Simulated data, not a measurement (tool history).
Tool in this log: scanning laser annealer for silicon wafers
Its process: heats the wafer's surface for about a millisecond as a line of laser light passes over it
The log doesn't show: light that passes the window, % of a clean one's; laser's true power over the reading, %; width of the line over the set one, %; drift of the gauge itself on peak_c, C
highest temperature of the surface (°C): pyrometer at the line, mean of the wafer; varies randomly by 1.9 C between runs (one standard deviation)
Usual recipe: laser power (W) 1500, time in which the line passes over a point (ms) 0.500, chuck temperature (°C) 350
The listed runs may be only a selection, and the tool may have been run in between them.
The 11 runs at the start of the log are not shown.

run	day	laser power (W)	time in which the line passes over a point (ms)	chuck temperature (°C)	hours of work since the window was cleaned	hours of work since the power meter was calibrated	hours of work since the optics were aligned	highest temperature of the surface (°C)
12	3.983	1500	0.500	362	266	241	563	1137
13	4.392	1500	0.500	362	274	249	571	1136
14	4.738	1500	0.500	324	280	256	578	1096
15	5.046	1500	0.500	324	286	262	584	1098
16	5.517	1500	0.500	324	295	271	593	1093
17	5.729	1500	0.500	313	299	275	597	1083
18	6.054	1596	0.500	350	305	281	603	1169
# day 6.175: window over the wafer cleaned
19	6.458	1596	0.500	350	5	287	609	1162
20	6.712	1596	0.500	350	10	292	614	1161
21	7.071	1500	0.500	350	17	299	621	1109
22	7.529	1500	0.500	350	26	308	629	1111
# day 7.654: window over the wafer cleaned, once more
23	8.042	1500	0.589	338	7	316	638	1185
24	8.454	1490	0.500	333	15	324	646	1114
25	8.750	1500	0.516	350	21	329	651	1144
26	9.217	1500	0.516	374	30	338	660	1168
27	9.692	1353	0.577	378	39	347	669	1134
28	9.962	1500	0.443	356	44	353	674	1099
29	10.396	1500	0.443	372	52	361	683	1113
30	10.875	1500	0.443	372	62	370	692	1111
31	11.238	1448	0.539	388	69	377	699	1165
32	11.550	1617	0.500	389	74	383	705	1232
33	11.817	1617	0.500	389	80	388	710	1232

Run 34 has not been measured yet. What should we expect?
34	12.108	1561	0.618	340	85	394	715	?

{"run 34": {"highest temperature of the surface (°C)": 1232}}
Had the tool carried no hidden state, the very same run would have given highest temperature of the surface (°C) 1250.

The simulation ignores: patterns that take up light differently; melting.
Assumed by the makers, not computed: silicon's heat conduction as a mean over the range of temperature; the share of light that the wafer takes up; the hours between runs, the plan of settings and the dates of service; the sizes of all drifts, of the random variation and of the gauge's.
